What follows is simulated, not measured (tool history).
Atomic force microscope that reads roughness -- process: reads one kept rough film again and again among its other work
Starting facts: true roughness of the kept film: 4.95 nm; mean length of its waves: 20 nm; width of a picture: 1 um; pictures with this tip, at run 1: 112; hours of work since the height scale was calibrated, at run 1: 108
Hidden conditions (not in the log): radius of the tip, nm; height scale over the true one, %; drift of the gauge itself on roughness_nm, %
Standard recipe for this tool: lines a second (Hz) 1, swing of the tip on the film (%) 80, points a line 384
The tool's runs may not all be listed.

run	day	lines a second (Hz)	swing of the tip on the film (%)	points a line	pictures with this tip	hours of work since the height scale was calibrated	roughness of the kept film (nm (root mean square))
1	0	1	80	384	112	108	1.541
2	0.55	1	80	384	134	116	1.422
3	0.862	1	80	384	147	120	1.373
# day 1.238: new tip fitted
4	1.262	1	80	384	1	126	2.991
5	1.983	1.57	80	384	29	136	2.375
# day 2.092: height scale calibrated on a step standard
6	2.621	1.42	80	625	53	8	2.055
7	3.317	1.42	80	625	80	18	1.807
8	3.783	1.7	80	384	99	25	1.612
9	4.288	1.7	80	384	119	32	1.486
# day 4.454: height scale calibrated on a step standard, once more
10	4.633	1.73	85	334	131	3	1.379

Below are 3 alternative next runs, each starting from the tool's condition after run 10. Predict each:
A	5.246	1.35	59	549	155	12	?
B	5.246	1.73	56	473	155	12	?
C	5.246	0.57	85	334	155	12	?

run	roughness of the kept film (nm (root mean square))
A	1.415
B	1.427
C	1.375
Without the tool's hidden state the same runs would have given:
run	roughness of the kept film (nm (root mean square))
A	3.201
B	3.224
C	3.103
